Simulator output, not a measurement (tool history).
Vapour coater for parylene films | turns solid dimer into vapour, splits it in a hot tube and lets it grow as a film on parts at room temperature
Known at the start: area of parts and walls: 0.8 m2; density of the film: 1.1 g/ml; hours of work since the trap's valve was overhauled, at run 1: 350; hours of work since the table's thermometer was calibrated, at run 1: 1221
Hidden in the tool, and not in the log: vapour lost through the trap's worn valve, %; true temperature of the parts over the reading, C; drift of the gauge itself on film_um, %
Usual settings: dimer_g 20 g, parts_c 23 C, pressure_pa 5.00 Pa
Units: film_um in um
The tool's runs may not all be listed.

| run | day | dimer_g | parts_c | pressure_pa | hours of work since the trap's valve was overhauled | hours of work since the table's thermometer was calibrated | film_um |
|---|---|---|---|---|---|---|---|
| 1 | 0.000 | 20 | 23 | 5.00 | 350 | 1221 | 13.15 |
| 2 | 1.617 | 20 | 23 | 5.00 | 373 | 1245 | 13.25 |
| 3 | 5.046 | 20 | 23 | 5.00 | 423 | 1295 | 12.84 |
| 4 | 6.617 | 20 | 23 | 5.00 | 446 | 1318 | 12.81 |
|  | 9.988 | trap's valve overhauled |
| 5 | 10.329 | 20 | 23 | 5.00 | 5 | 1369 | 13.99 |
| 6 | 12.842 | 20 | 23 | 2.30 | 42 | 1406 | 15.45 |
| 7 | 16.092 | 20 | 23 | 5.00 | 89 | 1453 | 13.52 |
| 8 | 17.825 | 20 | 23 | 5.00 | 114 | 1479 | 13.52 |
| 9 | 20.625 | 20 | 23 | 2.11 | 155 | 1519 | 15.30 |
| 10 | 24.138 | 19 | 23 | 5.00 | 206 | 1571 | 12.60 |
| 11 | 27.158 | 19 | 23 | 5.00 | 250 | 1615 | 12.57 |
| 12 | 28.642 | 17 | 23 | 5.00 | 272 | 1636 | 11.21 |
| 13 | 31.092 | 17 | 23 | 5.00 | 307 | 1672 | 11.12 |
| 14 | 33.042 | 17 | 23 | 5.00 | 336 | 1700 | 11.11 |
| 15 | 35.408 | 17 | 23 | 5.00 | 370 | 1735 | 11.21 |
|  | 35.646 | table's thermometer calibrated |
| 16 | 37.225 | 17 | 23 | 5.00 | 396 | 23 | 10.79 |
| 17 | 39.425 | 20 | 23 | 5.00 | 428 | 55 | 12.71 |
| 18 | 42.504 | 20 | 23 | 5.00 | 473 | 100 | 12.59 |
|  | 44.183 | trap's valve overhauled |
| 19 | 45.038 | 20 | 19 | 5.00 | 12 | 134 | 15.14 |
| 20 | 48.125 | 20 | 23 | 4.05 | 57 | 179 | 13.75 |
| 21 | 51.654 | 20 | 23 | 4.05 | 109 | 231 | 13.91 |
| 22 | 53.654 | 20 | 23 | 4.05 | 138 | 260 | 13.84 |
|  | 55.575 | table's thermometer calibrated, once more |
| 23 | 57.079 | 20 | 23 | 8.08 | 187 | 22 | 12.92 |
| 24 | 58.512 | 11 | 24 | 3.40 | 208 | 43 | 7.74 |
| 25 | 60.254 | 13 | 30 | 2.25 | 233 | 68 | 8.39 |
| 26 | 63.088 | 15 | 23 | 6.00 | 275 | 109 | 9.78 |
| 27 | 66.346 | 20 | 23 | 2.56 | 322 | 157 | 14.75 |
| 28 | 68.683 | 14 | 23 | 9.92 | 356 | 191 | 8.42 |
| 29 | 71.771 | 11 | 23 | 9.92 | 401 | 236 | 6.52 |
| 30 | 73.888 | 16 | 23 | 2.04 | 432 | 267 | 11.90 |
| 31 | 77.196 | 10 | 16 | 2.07 | 480 | 315 | 8.77 |
|  | 78.300 | trap's valve overhauled |
| 32 | 79.571 | 12 | 30 | 4.22 | 18 | 347 | 7.21 |
| 33 | 82.696 | 20 | 16 | 3.44 | 64 | 393 | 17.52 |
| 34 | 84.283 | 20 | 16 | 3.44 | 87 | 416 | 17.74 |
| 35 | 87.188 | 14 | 23 | 6.62 | 129 | 458 | 9.17 |
| 36 | 90.342 | 14 | 16 | 6.62 | 175 | 504 | 10.96 |
| 37 | 91.917 | 15 | 27 | 6.50 | 198 | 527 | 8.75 |
| 38 | 94.079 | 8 | 22 | 5.00 | 230 | 558 | 5.49 |
| 39 | 96.783 | 23 | 23 | 3.69 | 269 | 598 | 15.99 |
| 40 | 99.800 | 32 | 16 | 4.02 | 313 | 642 | 25.72 |
| 41 | 101.642 | 29 | 23 | 5.00 | 340 | 668 | 19.04 |
| 42 | 103.946 | 20 | 17 | 5.00 | 373 | 702 | 15.27 |
| 43 | 107.058 | 20 | 17 | 6.95 | 419 | 747 | 14.29 |
| 44 | 108.979 | 20 | 17 | 6.95 | 447 | 775 | 14.35 |
| 45 | 110.621 | 20 | 17 | 2.72 | 471 | 799 | 16.27 |
|  | 112.421 | trap's valve overhauled |
| 46 | 113.592 | 20 | 17 | 2.72 | 17 | 840 | 18.04 |

4 ways to go on from here, each from the tool as it stands after run 46. What would each give?
| A | 116.667 | 16 | 34 | 2.33 | 62 | 885 | ? |
| B | 116.667 | 20 | 22 | 5.00 | 62 | 885 | ? |
| C | 116.667 | 14 | 23 | 2.86 | 62 | 885 | ? |
| D | 116.667 | 18 | 23 | 8.55 | 62 | 885 | ? |

| run | film_um |
|---|---|
| A | 9.48 |
| B | 14.09 |
| C | 10.49 |
| D | 11.50 |
Without the tool's hidden state the same runs would have given:
| run | film_um |
|---|---|
| A | 9.70 |
| B | 14.43 |
| C | 10.73 |
| D | 11.77 |
